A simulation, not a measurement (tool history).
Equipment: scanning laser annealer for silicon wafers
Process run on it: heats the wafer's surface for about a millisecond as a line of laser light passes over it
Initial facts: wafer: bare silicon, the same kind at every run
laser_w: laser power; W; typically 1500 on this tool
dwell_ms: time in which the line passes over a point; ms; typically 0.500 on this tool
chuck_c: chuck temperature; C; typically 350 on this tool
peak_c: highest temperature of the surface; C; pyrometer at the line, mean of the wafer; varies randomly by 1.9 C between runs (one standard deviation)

run,hour,laser_w,dwell_ms,chuck_c,peak_c
1,0.0,1500,0.500,350,1127
2,18.1,1500,0.500,350,1125
3,35.2,1500,0.500,350,1126
4,52.3,1500,0.500,350,1123
5,66.8,1500,0.356,350,991
6,86.1,1500,0.360,350,997
7,97.1,1500,0.500,350,1123
8,117.1,1500,0.500,350,1125
# hour 124.6: window over the wafer cleaned
9,128.9,1500,0.500,350,1091
10,140.7,1500,0.500,350,1093
11,150.9,1500,0.500,350,1092
12,162.6,1500,0.500,325,1062
13,171.4,1500,0.507,325,1072
# hour 185.4: window over the wafer cleaned, once more
14,188.9,1500,0.507,325,1150
15,209.1,1500,0.507,325,1143
16,218.1,1368,0.351,383,993
17,227.0,1500,0.500,310,1126
18,241.9,1631,0.573,340,1300
19,256.4,1413,0.357,359,991
20,276.7,1413,0.357,359,993
21,290.3,1494,0.357,359,1034
22,298.8,1419,0.549,332,1140
23,310.6,1495,0.468,332,1112
24,327.0,1495,0.468,332,1111
25,336.3,1495,0.468,332,1112
26,346.1,1495,0.468,332,1112
27,364.3,1299,0.500,314,1010

Predict each of these 3 candidate next runs independently; none follows another, all start after run 27:
A,379.8,1455,0.500,314,?
B,379.8,1364,0.500,314,?
C,379.8,1500,0.423,381,?

run,peak_c
A,1099
B,1043
C,1122
Take away the tool's hidden state, keep each run's random variation, and the runs would have read:
run,peak_c
A,1112
B,1056
C,1134
